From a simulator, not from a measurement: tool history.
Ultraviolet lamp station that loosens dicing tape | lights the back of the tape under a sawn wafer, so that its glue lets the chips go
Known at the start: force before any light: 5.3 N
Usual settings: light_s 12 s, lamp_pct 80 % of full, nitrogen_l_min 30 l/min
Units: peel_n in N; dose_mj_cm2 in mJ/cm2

run,day,light_s,lamp_pct,nitrogen_l_min,peel_n,dose_mj_cm2
1,0.000,12,80,30,0.549,454
2,0.504,8,80,30,1.136,303
3,0.871,8,80,30,1.170,299
4,1.388,8,80,30,1.159,300
5,1.625,8,80,30,1.162,301
6,1.992,10,80,30,0.795,379
7,2.492,10,80,30,0.788,380
8,2.821,10,80,30,0.759,384
9,3.196,10,80,30,0.799,377
10,3.433,10,80,30,0.760,381
11,3.675,22,80,30,0.122,833
12,4.204,22,80,30,0.123,834
13,4.529,6,80,30,1.651,226
14,5.067,12,80,28,0.596,451
15,5.438,12,80,28,0.570,459
16,5.979,12,80,28,0.590,451
17,6.408,16,80,30,0.281,601
18,6.804,21,80,30,0.142,791
19,7.079,21,80,16,0.261,791
20,7.621,21,80,16,0.276,792
21,8.075,21,80,16,0.269,783
22,8.338,21,80,16,0.247,794
23,8.854,21,80,16,0.260,798
24,9.133,21,80,16,0.266,793
25,9.638,18,91,11,0.411,774
26,9.942,21,84,12,0.312,827
27,10.242,8,80,23,1.327,302
28,10.662,8,80,23,1.308,300
29,10.988,21,62,10,0.755,619
30,11.317,22,83,11,0.311,863
31,11.596,7,80,21,1.700,263
32,11.821,7,80,21,1.676,266
33,12.079,7,80,21,1.620,264
34,12.338,9,80,44,0.742,341
35,12.842,12,95,19,0.542,543
36,13.062,6,68,52,1.615,190
37,13.371,6,68,52,1.627,195
38,13.642,6,68,10,2.813,194
39,14.054,6,64,9,2.937,185
40,14.554,8,74,18,1.660,282
41,14.854,10,80,45,0.608,379
42,15.338,20,60,14,0.651,564
43,15.696,9,92,12,1.358,400

Taken out of this log: 1 entry between the listed runs. Where each belongs, and how the hidden state differs across it:
Between runs 25 and 26: window cleaned of glue's vapour (day 9.871)
  no hidden state differs between the two runs
